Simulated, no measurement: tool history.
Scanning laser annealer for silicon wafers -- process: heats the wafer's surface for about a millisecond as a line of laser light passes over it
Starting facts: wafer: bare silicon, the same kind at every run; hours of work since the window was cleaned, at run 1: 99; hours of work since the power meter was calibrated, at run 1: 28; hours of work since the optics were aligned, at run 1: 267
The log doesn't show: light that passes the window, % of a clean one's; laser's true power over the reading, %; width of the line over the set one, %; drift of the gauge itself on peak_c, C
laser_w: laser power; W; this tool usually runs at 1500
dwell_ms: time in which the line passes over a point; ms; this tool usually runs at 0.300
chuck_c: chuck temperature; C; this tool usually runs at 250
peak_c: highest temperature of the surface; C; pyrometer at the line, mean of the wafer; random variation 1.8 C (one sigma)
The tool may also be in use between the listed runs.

run	hour	laser_w	dwell_ms	chuck_c	hours of work since the window was cleaned	hours of work since the power meter was calibrated	hours of work since the optics were aligned	peak_c
1	0.0	1500	0.300	250	99	28	267	996
2	10.2	1500	0.300	250	105	33	272	993
3	15.6	1500	0.300	250	108	36	276	995
4	25.8	1500	0.279	250	114	42	281	969
5	36.0	1500	0.279	250	120	48	287	968
6	46.0	1500	0.221	250	126	54	293	892
# hour 52.1: optics aligned, line set to its width
7	58.9	1500	0.300	250	130	58	4	986
8	69.0	1500	0.300	250	136	64	10	983
9	77.9	1500	0.300	250	141	69	15	987
# hour 84.5: optics aligned, line set to its width, once more
10	94.7	1500	0.300	250	148	76	6	996
11	104.1	1606	0.300	250	153	81	11	1052
12	110.5	1545	0.238	239	157	85	15	928
13	118.4	1291	0.366	273	161	89	19	972
14	130.2	1291	0.366	273	168	96	26	971
15	138.8	1282	0.300	234	173	101	31	862
16	146.8	1431	0.300	234	177	105	35	939
17	153.9	1543	0.318	250	181	109	40	1037
18	164.9	1500	0.229	220	188	116	46	868
19	172.9	1430	0.245	220	192	120	50	858

What if the next run were any one of these 5? Each begins from the tool's condition after run 19:
A	184.7	1280	0.245	249	199	127	57	?
B	184.7	1367	0.277	254	199	127	57	?
C	184.7	1425	0.238	230	199	127	57	?
D	184.7	1355	0.230	220	199	127	57	?
E	184.7	1519	0.300	250	199	127	57	?

run	peak_c
A	810
B	894
C	852
D	801
E	1001
Without the tool's hidden state the same runs would have given:
run	peak_c
A	831
B	919
C	876
D	823
E	1030
